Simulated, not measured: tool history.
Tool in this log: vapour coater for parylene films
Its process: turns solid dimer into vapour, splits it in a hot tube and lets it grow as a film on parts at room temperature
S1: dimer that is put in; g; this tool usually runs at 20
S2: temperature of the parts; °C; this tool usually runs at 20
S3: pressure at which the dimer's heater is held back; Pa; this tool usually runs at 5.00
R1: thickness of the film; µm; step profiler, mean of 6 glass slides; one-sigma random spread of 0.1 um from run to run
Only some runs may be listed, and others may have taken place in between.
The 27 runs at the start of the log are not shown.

Run 28, day 15.417: usual settings but S1 17 g, S2 21 °C, S3 9.82 Pa. Result: R1 9.02 µm.
Run 29, day 16.108: usual settings but S1 17 g, S2 21 °C, S3 9.82 Pa. Result: R1 8.95 µm.
Run 30, day 16.533: usual settings but S1 26 g, S3 9.82 Pa. Result: R1 14.21 µm.
Run 31, day 17.271: usual settings but S1 26 g, S3 6.48 Pa. Result: R1 15.33 µm.
Run 32, day 17.592: usual settings but S1 32 g, S3 4.01 Pa. Result: R1 20.92 µm.
Run 33, day 18.242: usual settings but S1 9 g, S2 22 °C, S3 2.10 Pa. Result: R1 6.16 µm.
Run 34, day 18.738: usual settings but S1 19 g, S3 8.29 Pa. Result: R1 10.60 µm.
Run 35, day 19.462: usual settings but S1 21 g, S3 4.31 Pa. Result: R1 13.41 µm.
Run 36, day 20.000: usual settings but S1 9 g, S2 14 °C, S3 5.86 Pa. Result: R1 6.94 µm.
Run 37, day 20.458: usual settings but S1 29 g, S2 16 °C, S3 2.71 Pa. Result: R1 24.04 µm.
Run 38, day 20.900: usual settings but S1 31 g, S2 28 °C, S3 6.37 Pa. Result: R1 12.92 µm.
Run 39, day 21.483: usual settings but S2 18 °C. Result: R1 13.42 µm.
Run 40, day 21.971: usual settings but S2 18 °C. Result: R1 13.34 µm.
Run 41, day 22.588: usual settings but S1 27 g, S2 19 °C. Result: R1 17.43 µm.
Run 42, day 23.258: usual settings but S1 27 g, S2 19 °C. Result: R1 17.37 µm.
Run 43, day 23.812: usual settings but S1 12 g, S2 28 °C, S3 2.75 Pa. Result: R1 5.97 µm.
Run 44, day 24.558: usual settings but S1 12 g, S2 28 °C, S3 2.75 Pa. Result: R1 5.90 µm.
Run 45, day 25.117: usual settings but S1 12 g, S2 28 °C, S3 2.75 Pa. Result: R1 5.92 µm.
Run 46, day 25.762: usual settings but S1 12 g, S2 28 °C, S3 2.75 Pa. Result: R1 5.98 µm.
Run 47, day 26.150: usual settings but S1 22 g, S2 13 °C. Result: R1 18.06 µm.

What if the next run were any one of these 4? Each begins from the tool's condition after run 47:
Run A, day 26.483: usual settings but S1 22 g, S2 13 °C, S3 3.61 Pa. Result: R1 ?.
Run B, day 26.483: usual settings but S1 29 g, S2 13 °C, S3 10.71 Pa. Result: R1 ?.
Run C, day 26.483: usual settings but S3 6.51 Pa. Result: R1 ?.
Run D, day 26.483: usual settings but S2 13 °C, S3 4.16 Pa. Result: R1 ?.

run     R1
  A  19.25
  B  19.82
  C  11.30
  D  16.94
Stripped of hidden state, with their random variation kept, the same runs would have yielded:
run     R1
  A  20.10
  B  20.70
  C  11.80
  D  17.68

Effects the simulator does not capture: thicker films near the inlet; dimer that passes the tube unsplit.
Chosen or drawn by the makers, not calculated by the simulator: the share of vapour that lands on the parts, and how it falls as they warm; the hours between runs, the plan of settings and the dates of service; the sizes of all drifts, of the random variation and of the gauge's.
